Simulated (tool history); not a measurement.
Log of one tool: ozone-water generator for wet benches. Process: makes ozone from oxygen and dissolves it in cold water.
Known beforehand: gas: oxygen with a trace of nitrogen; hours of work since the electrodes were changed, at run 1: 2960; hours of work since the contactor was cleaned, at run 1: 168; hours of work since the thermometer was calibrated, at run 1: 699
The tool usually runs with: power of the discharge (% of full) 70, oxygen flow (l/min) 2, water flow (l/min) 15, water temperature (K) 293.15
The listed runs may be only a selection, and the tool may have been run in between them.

run,hour,power of the discharge (% of full),oxygen flow (l/min),water flow (l/min),water temperature (K),hours of work since the electrodes were changed,hours of work since the contactor was cleaned,hours of work since the thermometer was calibrated,dissolved ozone (ppm),ozone in the gas ahead of the water (g/m3)
1,0,70,2,15,293.15,2960,168,699,16.8,214.1
2,90.8,70,2,15,293.15,3047,255,787,16.4,213.9
3,193,70,2,15,293.15,3146,354,885,16.3,210.8
4,267.3,70,3.27,15,293.15,3218,425,957,19.1,180.9
5,365.3,70,2,15,293.15,3312,520,1051,16.1,209.9
6,415.9,44,2,11,293.15,3361,568,1100,15,148.9

For run 7, what comes out?
7,508,44,2,11,293.15,3450,657,1189,?,?

{"run 7": {"dissolved ozone (ppm)": 14.6, "ozone in the gas ahead of the water (g/m3)": 146.3}}
Minus the tool's unlogged condition, the same run would have read dissolved ozone (ppm) 16.9, ozone in the gas ahead of the water (g/m3) 167.4.
